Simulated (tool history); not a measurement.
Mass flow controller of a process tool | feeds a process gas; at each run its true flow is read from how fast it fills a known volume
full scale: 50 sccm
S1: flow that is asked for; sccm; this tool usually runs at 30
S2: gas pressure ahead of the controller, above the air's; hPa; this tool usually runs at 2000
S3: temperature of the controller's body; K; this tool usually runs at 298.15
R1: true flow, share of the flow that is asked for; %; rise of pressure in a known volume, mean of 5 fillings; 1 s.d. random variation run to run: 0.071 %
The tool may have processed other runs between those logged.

run	hour	S1	S2	S3	R1
1	0	30	2000	298.15	99.56
2	42.5	30	2000	298.15	99.48
3	123	30	2000	298.15	99.67
4	162.9	26	2000	298.15	99.67
5	235.1	26	2000	298.15	99.63
6	274.7	26	2000	310.15	100.59
7	350.4	7	2000	298.15	99.25
8	393.9	7	2000	298.15	99.32
9	454.5	7	2490	298.15	98.82
10	523.8	10	2490	298.15	99.16
11	571.4	30	2590	298.15	99.65
12	608.9	30	2590	298.15	99.59
13	649.8	30	2590	298.15	99.61
14	722.1	7	2590	298.15	99.15
15	804.2	30	2000	309.15	101.07
16	851.2	8	2000	304.15	100.36
17	900.6	8	2000	304.15	100.44

Each row is a separate what-if for the run after 17, all from the same tool condition, not one after another. Results?
A	944.5	30	1970	298.15	?
B	944.5	6	2280	296.15	?
C	944.5	28	2370	300.15	?

run	R1
A	100.46
B	99.41
C	100.37
Without the tool's hidden state the same runs would have given:
run	R1
A	99.5
B	98.45
C	99.41
